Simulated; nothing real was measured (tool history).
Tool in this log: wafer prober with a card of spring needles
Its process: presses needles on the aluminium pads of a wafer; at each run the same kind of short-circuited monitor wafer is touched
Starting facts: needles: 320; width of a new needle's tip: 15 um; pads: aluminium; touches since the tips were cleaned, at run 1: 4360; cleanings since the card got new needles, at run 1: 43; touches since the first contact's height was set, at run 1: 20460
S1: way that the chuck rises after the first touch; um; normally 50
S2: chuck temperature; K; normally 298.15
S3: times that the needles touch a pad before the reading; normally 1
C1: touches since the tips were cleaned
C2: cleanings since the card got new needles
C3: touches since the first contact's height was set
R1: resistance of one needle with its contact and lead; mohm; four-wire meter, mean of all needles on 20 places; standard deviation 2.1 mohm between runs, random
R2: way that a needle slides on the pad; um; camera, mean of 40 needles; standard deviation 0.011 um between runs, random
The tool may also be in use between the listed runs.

| run | hour | S1 | S2 | S3 | C1 | C2 | C3 | R1 | R2 |
|---|---|---|---|---|---|---|---|---|---|
| 1 | 0.0 | 50 | 298.15 | 1 | 4360 | 43 | 20460 | 333 | 8.35 |
|  | 3.8 | tips cleaned on abrasive film |
|  | 17.3 | tips cleaned on abrasive film |
| 2 | 19.2 | 50 | 298.15 | 1 | 854 | 45 | 29118 | 272 | 8.36 |
|  | 30.9 | tips cleaned on abrasive film |
| 3 | 36.2 | 50 | 298.15 | 1 | 2413 | 46 | 36820 | 306 | 8.35 |
|  | 43.9 | tips cleaned on abrasive film |
| 4 | 52.3 | 45 | 298.15 | 1 | 3834 | 47 | 44098 | 351 | 7.47 |
|  | 57.1 | tips cleaned on abrasive film |
|  | 71.0 | tips cleaned on abrasive film |
| 5 | 73.2 | 45 | 298.15 | 1 | 1028 | 49 | 53548 | 300 | 7.46 |
| 6 | 83.5 | 58 | 298.15 | 1 | 5734 | 49 | 58254 | 315 | 9.64 |
|  | 84.7 | tips cleaned on abrasive film |
|  | 98.2 | tips cleaned on abrasive film |
| 7 | 100.9 | 58 | 298.15 | 1 | 1237 | 51 | 66055 | 275 | 9.64 |
|  | 105.6 | height of the first contact set anew |
|  | 113.0 | tips cleaned on abrasive film |
| 8 | 116.5 | 36 | 298.15 | 2 | 1580 | 52 | 4934 | 310 | 5.89 |
|  | 127.0 | tips cleaned on abrasive film |
| 9 | 132.0 | 49 | 298.15 | 1 | 2241 | 53 | 11933 | 301 | 8.05 |
|  | 140.5 | tips cleaned on abrasive film |
|  | 146.6 | height of the first contact set anew, once more |
| 10 | 149.7 | 60 | 298.15 | 1 | 4083 | 54 | 1432 | 297 | 10.10 |
|  | 153.8 | tips cleaned on abrasive film |
|  | 168.1 | tips cleaned on abrasive film |
| 11 | 168.9 | 48 | 318.15 | 2 | 366 | 56 | 10064 | 255 | 8.04 |
|  | 182.6 | tips cleaned on abrasive film |
| 12 | 183.9 | 50 | 298.15 | 3 | 597 | 57 | 16860 | 241 | 8.36 |
| 13 | 193.1 | 50 | 310.15 | 3 | 4803 | 57 | 21066 | 278 | 8.36 |

Below, some changes in R1 between adjacent runs. For each, the amount present without the hidden state too (settings, incoming material, random variation) and the amount remaining for the hidden state with gauge scatter not shared by both compared results:
Hidden state at play: debris on the tips, nm; way that the needles fall short of the set height, um; tips' diameter, um; drift of the gauge itself on contact_mohm, %; drift of the gauge itself on scrub_um, %.
Run 1 -> 2: tips cleaned on abrasive film, tips cleaned on abrasive film. R1 -61 mohm: hidden state -58, all else -3.

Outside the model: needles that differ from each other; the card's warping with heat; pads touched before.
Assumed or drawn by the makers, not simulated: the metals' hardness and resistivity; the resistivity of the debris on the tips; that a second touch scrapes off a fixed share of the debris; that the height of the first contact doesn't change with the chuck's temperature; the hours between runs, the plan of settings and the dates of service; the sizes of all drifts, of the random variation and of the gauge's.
